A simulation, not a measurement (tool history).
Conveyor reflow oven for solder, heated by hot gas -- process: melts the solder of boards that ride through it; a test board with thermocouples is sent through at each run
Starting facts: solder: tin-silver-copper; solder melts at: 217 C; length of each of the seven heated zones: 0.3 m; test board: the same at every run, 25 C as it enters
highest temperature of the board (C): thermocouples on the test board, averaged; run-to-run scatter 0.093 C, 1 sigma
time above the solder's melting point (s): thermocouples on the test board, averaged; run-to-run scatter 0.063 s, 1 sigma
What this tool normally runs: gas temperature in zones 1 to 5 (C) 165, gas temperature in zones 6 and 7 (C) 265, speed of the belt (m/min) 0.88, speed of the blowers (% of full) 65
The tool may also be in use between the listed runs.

run	hour	gas temperature in zones 1 to 5 (C)	gas temperature in zones 6 and 7 (C)	speed of the belt (m/min)	speed of the blowers (% of full)	highest temperature of the board (C)	time above the solder's melting point (s)
1	0	165	265	0.88	65	246.16	25.97
2	8.4	165	265	0.88	65	246.29	26.06
3	12.9	165	265	0.88	65	246.27	26.07
4	17.3	165	269	0.88	65	249.81	27.44
5	22.3	165	278	0.88	65	257.4	30.51
6	28.7	156	265	0.88	65	244.47	23.73
7	37.4	165	265	0.803	65	249.66	30.56
8	43.8	165	265	0.803	65	249.69	30.73
9	51.5	165	265	0.803	65	249.42	30.54
10	57.5	165	265	0.88	67	246.72	26.31
11	66.4	165	265	0.872	65	246.58	26.44
12	75.9	165	260	0.88	65	241.72	23.85
13	80.2	165	260	0.88	65	241.94	23.99
# hour 83.2: thermocouples of zones 6 and 7 changed
14	90.4	165	260	0.88	65	241.3	23.57
15	95.6	165	260	0.88	65	241.23	23.44
16	101	165	260	0.88	65	241.27	23.48
17	109.4	151	260	0.882	65	238.16	19.58
18	117.6	161	260	0.88	53	237.09	19.73
19	125.8	165	265	1.042	65	238.77	17.7
20	134.2	152	265	0.731	65	249.57	31.78
21	141.4	173	265	0.88	65	247.22	27.81
22	148.9	173	265	0.73	72	254.13	38.18
23	155.5	173	265	0.73	72	253.94	38.24
24	160.3	173	265	0.73	72	253.89	38.13
25	166.9	168	261	0.808	57	243.55	27.63
26	171	168	261	0.808	57	243.52	27.6
27	175.9	168	269	0.808	66	252.62	32.4
28	184.6	155	256	0.813	83	242.09	25.43
29	188.8	155	256	0.813	83	241.93	25.41
30	197.4	178	270	0.734	60	256.8	39.87

Below are 4 alternative next runs, each starting from the tool's condition after run 30. Predict each:
A	204.2	154	270	0.75	60	?	?
B	204.2	178	267	0.734	88	?	?
C	204.2	168	270	0.734	60	?	?
D	204.2	154	270	0.96	60	?	?

run	highest temperature of the board (C)	time above the solder's melting point (s)
A	252.29	32.36
B	258.42	41.09
C	255.37	36.93
D	241.95	19.56
Without the tool's unlogged condition, the same runs would have read:
run	highest temperature of the board (C)	time above the solder's melting point (s)
A	252.52	32.57
B	258.47	41.19
C	255.48	37.06
D	242.47	19.92

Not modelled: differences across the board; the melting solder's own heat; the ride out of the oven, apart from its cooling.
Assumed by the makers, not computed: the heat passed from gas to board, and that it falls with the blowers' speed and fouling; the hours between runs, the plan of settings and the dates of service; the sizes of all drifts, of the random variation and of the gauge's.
